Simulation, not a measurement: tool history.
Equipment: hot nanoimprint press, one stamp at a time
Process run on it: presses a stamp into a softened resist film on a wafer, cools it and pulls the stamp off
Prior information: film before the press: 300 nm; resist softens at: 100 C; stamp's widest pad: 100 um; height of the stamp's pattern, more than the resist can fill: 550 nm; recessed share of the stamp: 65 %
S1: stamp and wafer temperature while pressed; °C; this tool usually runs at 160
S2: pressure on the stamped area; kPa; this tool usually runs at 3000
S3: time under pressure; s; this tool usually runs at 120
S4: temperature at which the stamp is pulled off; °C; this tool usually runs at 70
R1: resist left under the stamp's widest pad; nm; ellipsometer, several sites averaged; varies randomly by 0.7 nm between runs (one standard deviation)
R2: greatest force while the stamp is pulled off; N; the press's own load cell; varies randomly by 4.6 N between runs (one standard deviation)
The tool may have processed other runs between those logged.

run 1 hour=0.0 | S1=160 S2=3000 S3=120 S4=70 | R1=125.6 R2=222
run 2 hour=12.2 | S1=160 S2=3000 S3=120 S4=70 | R1=125.6 R2=222
run 3 hour=26.3 | S1=160 S2=3000 S3=120 S4=70 | R1=126.7 R2=228
run 4 hour=44.4 | S1=160 S2=3000 S3=71 S4=70 | R1=155.5 R2=228
run 5 hour=57.5 | S1=160 S2=3000 S3=71 S4=70 | R1=156.1 R2=223
run 6 hour=71.1 | S1=160 S2=3000 S3=120 S4=63 | R1=127.4 R2=244
run 7 hour=90.7 | S1=166 S2=3000 S3=120 S4=70 | R1=102.5 R2=223
run 8 hour=99.5 | S1=166 S2=3000 S3=120 S4=70 | R1=103.1 R2=226
run 9 hour=113.6 | S1=160 S2=3000 S3=120 S4=70 | R1=128.9 R2=228
run 10 hour=131.3 | S1=160 S2=3000 S3=177 S4=70 | R1=109.6 R2=236
run 11 hour=149.4 | S1=160 S2=3840 S3=177 S4=70 | R1=98.2 R2=229
run 12 hour=167.9 | S1=160 S2=3840 S3=177 S4=70 | R1=98.6 R2=218
-- hour=175.8 gauge calibrated
run 13 hour=180.4 | S1=160 S2=3840 S3=177 S4=70 | R1=95.6 R2=219
run 14 hour=195.7 | S1=160 S2=3000 S3=120 S4=70 | R1=126.0 R2=223
run 15 hour=206.0 | S1=160 S2=3000 S3=120 S4=70 | R1=126.1 R2=231
run 16 hour=222.5 | S1=160 S2=3000 S3=120 S4=70 | R1=126.0 R2=220
run 17 hour=234.0 | S1=160 S2=2500 S3=147 S4=65 | R1=126.0 R2=241
run 18 hour=247.7 | S1=165 S2=3000 S3=206 S4=69 | R1=84.5 R2=231
run 19 hour=264.8 | S1=155 S2=3000 S3=61 S4=70 | R1=191.2 R2=228
run 20 hour=276.1 | S1=160 S2=3080 S3=68 S4=70 | R1=157.0 R2=221
run 21 hour=291.2 | S1=160 S2=3080 S3=68 S4=70 | R1=157.7 R2=224
run 22 hour=308.8 | S1=158 S2=3020 S3=68 S4=68 | R1=170.4 R2=235
run 23 hour=323.8 | S1=150 S2=3000 S3=87 S4=70 | R1=201.9 R2=228
run 24 hour=342.6 | S1=160 S2=2330 S3=106 S4=76 | R1=151.0 R2=214
run 25 hour=362.4 | S1=160 S2=2330 S3=106 S4=76 | R1=150.8 R2=200
-- hour=376.1 plate thermocouple calibrated
run 26 hour=379.6 | S1=167 S2=2160 S3=120 S4=70 | R1=117.3 R2=227
run 27 hour=396.5 | S1=158 S2=2640 S3=108 S4=73 | R1=154.3 R2=210
run 28 hour=413.4 | S1=163 S2=2640 S3=108 S4=73 | R1=130.6 R2=219
run 29 hour=427.1 | S1=158 S2=3000 S3=197 S4=70 | R1=115.8 R2=226
-- hour=442.2 press's hydraulic seals changed and the load cell set to zero
-- hour=443.1 gauge calibrated
run 30 hour=448.8 | S1=158 S2=3000 S3=197 S4=70 | R1=111.0 R2=220

4 ways to go on from here, each from the tool as it stands after run 30. What would each give?
run A hour=457.3 | S1=158 S2=3000 S3=164 S4=70 | R1=? R2=?
run B hour=457.3 | S1=150 S2=2960 S3=120 S4=69 | R1=? R2=?
run C hour=457.3 | S1=160 S2=3870 S3=177 S4=76 | R1=? R2=?
run D hour=457.3 | S1=155 S2=3000 S3=120 S4=70 | R1=? R2=?

run=A R1=121.3 R2=221
run=B R1=181.6 R2=221
run=C R1=94.6 R2=213
run=D R1=152.2 R2=232
Stripped of hidden state, with their random variation kept, the same runs would have yielded:
run=A R1=121.0 R2=219
run=B R1=181.2 R2=219
run=C R1=94.4 R2=212
run=D R1=151.9 R2=231
